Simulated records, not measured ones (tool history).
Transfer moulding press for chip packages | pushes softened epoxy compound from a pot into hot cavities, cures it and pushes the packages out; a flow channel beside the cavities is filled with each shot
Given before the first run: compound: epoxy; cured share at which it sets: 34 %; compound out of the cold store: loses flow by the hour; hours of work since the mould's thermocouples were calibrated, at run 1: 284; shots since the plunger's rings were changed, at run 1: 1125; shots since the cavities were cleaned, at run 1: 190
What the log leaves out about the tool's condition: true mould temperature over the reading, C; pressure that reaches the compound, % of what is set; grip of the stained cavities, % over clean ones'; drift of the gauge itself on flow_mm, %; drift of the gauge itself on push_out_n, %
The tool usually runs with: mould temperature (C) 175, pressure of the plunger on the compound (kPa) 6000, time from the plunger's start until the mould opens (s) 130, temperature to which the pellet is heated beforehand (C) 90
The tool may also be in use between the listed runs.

run	hour	mould temperature (C)	pressure of the plunger on the compound (kPa)	time from the plunger's start until the mould opens (s)	temperature to which the pellet is heated beforehand (C)	hours of work since the mould's thermocouples were calibrated	shots since the plunger's rings were changed	shots since the cavities were cleaned	incoming compound's hours out of the cold store	length that the compound runs in the flow channel (mm)	greatest force on the pins that push the packages out (N)
1	0.0	175	6000	130	90	284	1125	190	21.5	695	550
2	23.6	175	6000	130	91	299	1355	420	23.2	690	619
# hour 49.0: mould's thermocouples calibrated
3	75.3	175	6000	130	91	16	1838	903	22.2	687	715
# hour 80.4: cavities cleaned with cleaning compound and waxed
4	110.9	175	6000	130	91	38	2170	297	17.6	695	591
5	159.4	175	6000	130	91	68	2642	769	13.6	699	698
# hour 180.4: cavities cleaned with cleaning compound and waxed
6	196.5	175	6000	130	90	91	2988	157	18.2	688	522
7	240.6	175	6000	130	90	118	3416	585	45.4	628	615
# hour 279.5: cavities cleaned with cleaning compound and waxed
8	281.9	175	6000	130	90	143	3804	24	44.7	624	480
# hour 307.1: plunger's sealing rings changed
9	325.5	175	6000	130	90	169	179	423	46.0	648	594
10	348.4	175	4620	130	90	183	402	646	14.8	629	658
# hour 381.5: cavities cleaned with cleaning compound and waxed
11	393.8	175	4620	130	90	211	829	120	34.4	586	515
12	421.5	175	6000	153	90	228	1098	389	16.7	704	530
13	446.3	178	6000	130	90	244	1339	630	19.8	685	580
# hour 480.6: cavities cleaned with cleaning compound and waxed
14	498.7	178	6000	130	90	276	1834	176	31.6	653	476
15	536.8	178	5900	130	84	299	2204	546	9.6	694	564
# hour 561.4: mould's thermocouples calibrated
# hour 583.9: cavities cleaned with cleaning compound and waxed
16	585.6	178	5900	130	84	14	2645	17	25.2	661	446
17	633.2	178	5900	130	84	44	3108	480	18.4	670	603
18	675.2	175	6310	130	92	70	3517	889	22.5	691	740
# hour 681.5: cavities cleaned with cleaning compound and waxed
19	715.1	172	6780	160	83	94	3890	327	30.9	706	545
# hour 729.2: plunger's sealing rings changed
20	756.2	175	6000	130	84	119	262	702	33.1	675	691
# hour 781.6: cavities cleaned with cleaning compound and waxed
21	784.5	175	6000	130	84	135	523	28	15.0	716	497
22	812.6	168	6000	130	90	153	795	300	17.1	737	971
23	860.5	168	6000	130	90	183	1262	767	25.0	716	1117
# hour 883.3: cavities cleaned with cleaning compound and waxed
24	899.8	168	6000	130	90	207	1629	161	19.5	725	887
25	935.2	168	6000	130	90	229	1973	505	31.6	695	994
26	960.8	179	6000	130	84	245	2223	755	33.6	645	581

For run 27, what comes out?
# hour 981.3: cavities cleaned with cleaning compound and waxed
27	1004.6	179	6000	130	84	271	2634	227	14.5	?	?

length that the compound runs in the flow channel (mm): 686
greatest force on the pins that push the packages out (N): 483
Take away the tool's hidden state, keep the run-to-run variation as it was, and the same run would have given length that the compound runs in the flow channel (mm) 710, greatest force on the pins that push the packages out (N) 412.
